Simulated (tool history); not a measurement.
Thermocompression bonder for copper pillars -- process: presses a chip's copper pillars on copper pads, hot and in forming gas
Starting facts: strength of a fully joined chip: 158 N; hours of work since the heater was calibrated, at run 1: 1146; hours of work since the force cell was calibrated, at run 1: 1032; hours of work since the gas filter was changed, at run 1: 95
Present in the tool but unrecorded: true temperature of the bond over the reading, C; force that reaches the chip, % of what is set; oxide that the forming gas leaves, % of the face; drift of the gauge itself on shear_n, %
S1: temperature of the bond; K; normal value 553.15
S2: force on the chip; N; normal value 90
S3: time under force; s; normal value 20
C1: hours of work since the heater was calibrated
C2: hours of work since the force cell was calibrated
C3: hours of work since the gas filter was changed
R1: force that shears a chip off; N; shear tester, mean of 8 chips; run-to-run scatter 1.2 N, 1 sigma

run 1 hour=0 | S1=553.15 S2=90 S3=20 | C1=1146 C2=1032 C3=95 | R1=111.9
run 2 hour=73.9 | S1=553.15 S2=90 S3=20 | C1=1184 C2=1069 C3=133 | R1=116.2
run 3 hour=131.2 | S1=553.15 S2=90 S3=20 | C1=1214 C2=1099 C3=162 | R1=113.3
run 4 hour=192.1 | S1=553.15 S2=90 S3=20 | C1=1245 C2=1130 C3=193 | R1=112.2
run 5 hour=274.4 | S1=553.15 S2=65 S3=20 | C1=1287 C2=1172 C3=235 | R1=99.1
run 6 hour=320 | S1=553.15 S2=65 S3=20 | C1=1310 C2=1195 C3=259 | R1=95.4
-- hour=394.3 forming gas filter changed
run 7 hour=403.8 | S1=553.15 S2=90 S3=20 | C1=1353 C2=1238 C3=5 | R1=112.5
run 8 hour=467.2 | S1=553.15 S2=90 S3=20 | C1=1385 C2=1271 C3=37 | R1=112.3
run 9 hour=520.9 | S1=553.15 S2=90 S3=20 | C1=1413 C2=1298 C3=65 | R1=111.9
run 10 hour=572.2 | S1=553.15 S2=90 S3=20 | C1=1439 C2=1324 C3=91 | R1=112.3
run 11 hour=606.3 | S1=553.15 S2=90 S3=20 | C1=1457 C2=1342 C3=109 | R1=113.9
-- hour=674.6 heater calibrated with a thermocouple chip
run 12 hour=676.3 | S1=553.15 S2=90 S3=20 | C1=1 C2=1377 C3=143 | R1=113.6
run 13 hour=731.9 | S1=557.15 S2=60 S3=27 | C1=29 C2=1405 C3=172 | R1=106.4
run 14 hour=774.2 | S1=564.15 S2=73 S3=20 | C1=51 C2=1427 C3=193 | R1=111.3
run 15 hour=822.6 | S1=564.15 S2=73 S3=20 | C1=76 C2=1451 C3=218 | R1=115.3
run 16 hour=878.4 | S1=579.15 S2=104 S3=20 | C1=104 C2=1480 C3=247 | R1=139.6
run 17 hour=946.6 | S1=553.15 S2=90 S3=18 | C1=139 C2=1515 C3=282 | R1=109.5
-- hour=974 forming gas filter changed
run 18 hour=995.6 | S1=553.15 S2=90 S3=18 | C1=164 C2=1540 C3=11 | R1=109.7
-- hour=1042.4 force cell calibrated
run 19 hour=1042.4 | S1=572.15 S2=124 S3=19 | C1=187 C2=0 C3=34 | R1=140.7

Predict each of these 4 candidate next runs independently; none follows another, all start after run 19:
run A hour=1106 | S1=559.15 S2=114 S3=20 | C1=220 C2=33 C3=67 | R1=?
run B hour=1106 | S1=531.15 S2=91 S3=12 | C1=220 C2=33 C3=67 | R1=?
run C hour=1106 | S1=566.15 S2=124 S3=15 | C1=220 C2=33 C3=67 | R1=?
run D hour=1106 | S1=553.15 S2=90 S3=11 | C1=220 C2=33 C3=67 | R1=?

run=A R1=128.5
run=B R1=80.1
run=C R1=130.1
run=D R1=96.1
With no hidden state in the tool, these same runs would have given:
run=A R1=128.7
run=B R1=80.2
run=C R1=130.3
run=D R1=96.2
